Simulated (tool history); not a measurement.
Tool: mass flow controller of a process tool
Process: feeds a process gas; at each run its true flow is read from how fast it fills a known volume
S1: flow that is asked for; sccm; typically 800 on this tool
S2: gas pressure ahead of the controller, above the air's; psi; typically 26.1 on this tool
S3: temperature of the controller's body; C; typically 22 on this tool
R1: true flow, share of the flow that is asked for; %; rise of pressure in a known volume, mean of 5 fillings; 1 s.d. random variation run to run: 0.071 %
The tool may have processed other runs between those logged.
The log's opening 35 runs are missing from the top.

{"run": 36, "day": 177.242, "S1": 221, "S2": 30.3, "S3": 23, "R1": 101.87}
{"run": 37, "day": 182.596, "S1": 194, "S2": 26.1, "S3": 31, "R1": 102.32}
{"run": 38, "day": 187.583, "S1": 137, "S2": 26.1, "S3": 21, "R1": 103.22}
{"run": 39, "day": 194.517, "S1": 137, "S2": 26.1, "S3": 21, "R1": 103.22}
{"run": 40, "day": 199.979, "S1": 137, "S2": 26.1, "S3": 21, "R1": 103.21}
{"run": 41, "day": 204.088, "S1": 117, "S2": 26.1, "S3": 24, "R1": 104.26}
{"run": 42, "day": 210.267, "S1": 800, "S2": 26.1, "S3": 29, "R1": 100.76}
{"run": 43, "day": 213.638, "S1": 212, "S2": 35, "S3": 22, "R1": 102.39}
{"run": 44, "day": 220.375, "S1": 172, "S2": 35, "S3": 37, "R1": 103.71}
{"run": 45, "day": 224.362, "S1": 289, "S2": 39.3, "S3": 33, "R1": 102.45}
{"run": 46, "day": 230.338, "S1": 289, "S2": 27.6, "S3": 33, "R1": 101.85}
{"run": 47, "day": 234.058, "S1": 103, "S2": 25.8, "S3": 37, "R1": 105.84}

3 ways to go on from here, each from the tool as it stands after run 47. What would each give?
{"run": "A", "day": 238.146, "S1": 103, "S2": 28.7, "S3": 31, "R1": "?"}
{"run": "B", "day": 238.146, "S1": 300, "S2": 25.1, "S3": 35, "R1": "?"}
{"run": "C", "day": 238.146, "S1": 973, "S2": 32.1, "S3": 28, "R1": "?"}

run=A R1=105.84
run=B R1=101.73
run=C R1=101.44
The same runs, with their run-to-run variation unchanged, on a tool lacking any hidden condition would have given:
run=A R1=98.84
run=B R1=99.03
run=C R1=100.29
